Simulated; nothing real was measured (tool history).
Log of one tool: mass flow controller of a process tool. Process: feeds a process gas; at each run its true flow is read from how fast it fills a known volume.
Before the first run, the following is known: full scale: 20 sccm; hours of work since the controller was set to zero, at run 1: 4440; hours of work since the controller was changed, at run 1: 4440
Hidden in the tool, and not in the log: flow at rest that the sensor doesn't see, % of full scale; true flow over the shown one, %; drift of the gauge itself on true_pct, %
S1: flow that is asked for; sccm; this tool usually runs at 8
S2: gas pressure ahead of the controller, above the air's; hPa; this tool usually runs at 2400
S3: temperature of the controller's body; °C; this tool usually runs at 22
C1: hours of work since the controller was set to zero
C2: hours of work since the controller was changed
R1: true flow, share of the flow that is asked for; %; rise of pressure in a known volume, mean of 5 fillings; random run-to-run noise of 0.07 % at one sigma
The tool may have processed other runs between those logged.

run,day,S1,S2,S3,C1,C2,R1
1,0,8,2400,22,4440,4440,99.43
2,5.088,8,2400,22,4524,4524,99.5
3,11.317,8,2400,22,4626,4626,99.57
4,18.138,8,2400,22,4738,4738,99.46
5,23.75,8,2400,22,4830,4830,99.7
# day 26.525: controller's zero set anew
6,27.412,8,2400,22,15,4890,100.91
7,35.267,8,2400,29,144,5019,101.65
# day 41.438: controller's zero set anew, once more
8,41.562,8,2130,22,2,5123,97.71
9,48.733,8,2130,22,120,5240,97.68
10,56.196,4,1520,26,243,5363,98.27
11,61.892,4,1520,26,336,5457,98.37
12,69.621,4,1520,26,463,5584,98.34
13,77.283,10,1420,32,589,5710,99.17
14,81.242,10,2370,32,654,5775,98.77
15,85.896,4,1840,21,731,5851,97.98
16,92.4,11,2400,36,838,5958,99.09
17,100.817,8,2400,36,976,6097,99.15
18,108.246,8,2170,38,1098,6219,99.44

Alternative continuations, all from the tool just after run 18; predict every row:
A,114.008,4,2640,37,1193,6314,?
B,114.008,17,1640,38,1193,6314,?
C,114.008,2,2400,22,1193,6314,?
D,114.008,14,1630,22,1193,6314,?

run,R1
A,99.45
B,99.93
C,99.14
D,98.33
Stripped of hidden state, with their random variation kept, the same runs would have yielded:
run,R1
A,99.96
B,101.31
C,98.5
D,99.66
